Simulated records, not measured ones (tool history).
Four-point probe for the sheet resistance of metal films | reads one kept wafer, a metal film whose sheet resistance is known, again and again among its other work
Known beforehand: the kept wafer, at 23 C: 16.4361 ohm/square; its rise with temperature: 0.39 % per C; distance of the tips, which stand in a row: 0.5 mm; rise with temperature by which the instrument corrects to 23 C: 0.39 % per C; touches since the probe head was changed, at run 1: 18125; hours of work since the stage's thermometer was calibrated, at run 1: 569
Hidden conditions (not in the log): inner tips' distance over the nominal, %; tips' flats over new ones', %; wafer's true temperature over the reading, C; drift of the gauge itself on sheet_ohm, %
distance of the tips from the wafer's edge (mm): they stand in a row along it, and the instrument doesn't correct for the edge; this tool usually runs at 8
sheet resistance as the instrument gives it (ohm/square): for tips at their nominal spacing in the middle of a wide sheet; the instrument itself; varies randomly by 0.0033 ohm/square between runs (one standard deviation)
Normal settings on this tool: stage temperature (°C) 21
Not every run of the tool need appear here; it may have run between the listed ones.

run     day  stage temperature (°C)  distance of the tips from the wafer's edge (mm)  touches since the probe head was changed  hours of work since the stage's thermometer was calibrated  sheet resistance as the instrument gives it (ohm/square)
  1       0                      21                                                8                                     18125                                                         569                                                 16.439681
  2   3.121                      20                                                8                                     20849                                                         605                                                 16.441784
  3   7.204                      20                                                8                                     24416                                                         652                                                 16.450499
  4  11.096                      21                                                8                                     27812                                                         697                                                 16.447008
  5  14.496                      24                                                8                                     30781                                                         736                                                 16.449708
  6  16.988                      24                                                8                                     32956                                                         765                                                 16.454944
  7  21.592                      24                                                8                                     36975                                                         818                                                 16.454891
  8   25.05                      24                                               25                                     39994                                                         858                                                 16.429391
  9  27.975                      24                                               25                                     42550                                                         891                                                 16.432274
 10  31.208                      28                                               29                                     45372                                                         929                                                 16.432174
 11  36.033                      26                                               20                                     49585                                                         984                                                 16.440779
 12  40.225                      26                                               20                                     53246                                                        1032                                                 16.439331

5 ways to go on from here, each from the tool as it stands after run 12. What would each give?
  A  44.217                      19                                               35                                     56730                                                        1078                                                         ?
  B  44.217                      34                                                4                                     56730                                                        1078                                                         ?
  C  44.217                      26                                               12                                     56730                                                        1078                                                         ?
  D  44.217                      22                                                5                                     56730                                                        1078                                                         ?
  E  44.217                      26                                                9                                     56730                                                        1078                                                         ?

run  sheet resistance as the instrument gives it (ohm/square)
  A                                                 16.434123
  B                                                 16.575006
  C                                                 16.448653
  D                                                 16.520163
  E                                                 16.463429
With no hidden state in the tool, these same runs would have given:
run  sheet resistance as the instrument gives it (ohm/square)
  A                                                 16.432464
  B                                                  16.57248
  C                                                 16.446581
  D                                                 16.518322
  E                                                 16.461357
